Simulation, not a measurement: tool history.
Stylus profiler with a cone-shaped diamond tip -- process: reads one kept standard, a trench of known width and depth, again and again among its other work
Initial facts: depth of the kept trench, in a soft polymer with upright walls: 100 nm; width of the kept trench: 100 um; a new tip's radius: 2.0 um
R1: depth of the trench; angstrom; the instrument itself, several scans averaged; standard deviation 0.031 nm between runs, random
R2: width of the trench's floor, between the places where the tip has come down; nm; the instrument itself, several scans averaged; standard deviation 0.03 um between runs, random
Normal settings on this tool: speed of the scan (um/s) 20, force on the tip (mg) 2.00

run 1 hour=0.0 | speed_of_the_scan_(um/s)=20 force_on_the_tip_(mg)=2.00 | R1=1015.5 R2=98340
run 2 hour=31.6 | speed_of_the_scan_(um/s)=8 force_on_the_tip_(mg)=2.00 | R1=1016.2 R2=98420
run 3 hour=61.2 | speed_of_the_scan_(um/s)=8 force_on_the_tip_(mg)=2.00 | R1=1015.1 R2=98370
run 4 hour=84.7 | speed_of_the_scan_(um/s)=8 force_on_the_tip_(mg)=2.00 | R1=1015.3 R2=98340
run 5 hour=112.9 | speed_of_the_scan_(um/s)=8 force_on_the_tip_(mg)=2.00 | R1=1015.0 R2=98420
run 6 hour=139.5 | speed_of_the_scan_(um/s)=8 force_on_the_tip_(mg)=2.00 | R1=1015.9 R2=98300
run 7 hour=159.5 | speed_of_the_scan_(um/s)=20 force_on_the_tip_(mg)=5.82 | R1=1031.3 R2=98290
run 8 hour=177.6 | speed_of_the_scan_(um/s)=20 force_on_the_tip_(mg)=2.00 | R1=1016.1 R2=98290
run 9 hour=200.4 | speed_of_the_scan_(um/s)=20 force_on_the_tip_(mg)=2.00 | R1=1015.3 R2=98190
run 10 hour=220.4 | speed_of_the_scan_(um/s)=20 force_on_the_tip_(mg)=2.00 | R1=1015.7 R2=98260
run 11 hour=252.6 | speed_of_the_scan_(um/s)=20 force_on_the_tip_(mg)=2.00 | R1=1015.4 R2=98250
run 12 hour=288.5 | speed_of_the_scan_(um/s)=20 force_on_the_tip_(mg)=2.00 | R1=1016.3 R2=98210
run 13 hour=305.5 | speed_of_the_scan_(um/s)=20 force_on_the_tip_(mg)=2.00 | R1=1015.8 R2=98190
run 14 hour=321.9 | speed_of_the_scan_(um/s)=20 force_on_the_tip_(mg)=2.00 | R1=1015.9 R2=98230
run 15 hour=358.3 | speed_of_the_scan_(um/s)=7 force_on_the_tip_(mg)=2.00 | R1=1015.6 R2=98210
run 16 hour=393.0 | speed_of_the_scan_(um/s)=20 force_on_the_tip_(mg)=2.00 | R1=1016.2 R2=98190
run 17 hour=419.8 | speed_of_the_scan_(um/s)=20 force_on_the_tip_(mg)=2.00 | R1=1016.2 R2=98130
run 18 hour=444.4 | speed_of_the_scan_(um/s)=20 force_on_the_tip_(mg)=2.00 | R1=1016.2 R2=98160
run 19 hour=481.0 | speed_of_the_scan_(um/s)=72 force_on_the_tip_(mg)=2.00 | R1=1016.4 R2=97850
run 20 hour=496.3 | speed_of_the_scan_(um/s)=12 force_on_the_tip_(mg)=3.73 | R1=1023.9 R2=98220
run 21 hour=513.3 | speed_of_the_scan_(um/s)=12 force_on_the_tip_(mg)=3.73 | R1=1024.0 R2=98200
run 22 hour=539.3 | speed_of_the_scan_(um/s)=7 force_on_the_tip_(mg)=0.91 | R1=1010.2 R2=98150
run 23 hour=565.0 | speed_of_the_scan_(um/s)=40 force_on_the_tip_(mg)=5.52 | R1=1030.9 R2=98050
run 24 hour=597.6 | speed_of_the_scan_(um/s)=29 force_on_the_tip_(mg)=1.02 | R1=1010.7 R2=97930
run 25 hour=628.6 | speed_of_the_scan_(um/s)=29 force_on_the_tip_(mg)=1.02 | R1=1010.8 R2=97970
-- hour=631.6 height scale calibrated on a step standard
run 26 hour=662.7 | speed_of_the_scan_(um/s)=5 force_on_the_tip_(mg)=2.40 | R1=1018.9 R2=98170
run 27 hour=695.1 | speed_of_the_scan_(um/s)=17 force_on_the_tip_(mg)=1.85 | R1=1015.6 R2=98030

Forecast run 28:
run 28 hour=731.2 | speed_of_the_scan_(um/s)=16 force_on_the_tip_(mg)=0.73 | R1=? R2=?

{"run 28": {"R1": 1009.6, "R2": 97960}}
Without the tool's hidden state the same run would have given R1 1007.7 angstrom, R2 98580 nm.

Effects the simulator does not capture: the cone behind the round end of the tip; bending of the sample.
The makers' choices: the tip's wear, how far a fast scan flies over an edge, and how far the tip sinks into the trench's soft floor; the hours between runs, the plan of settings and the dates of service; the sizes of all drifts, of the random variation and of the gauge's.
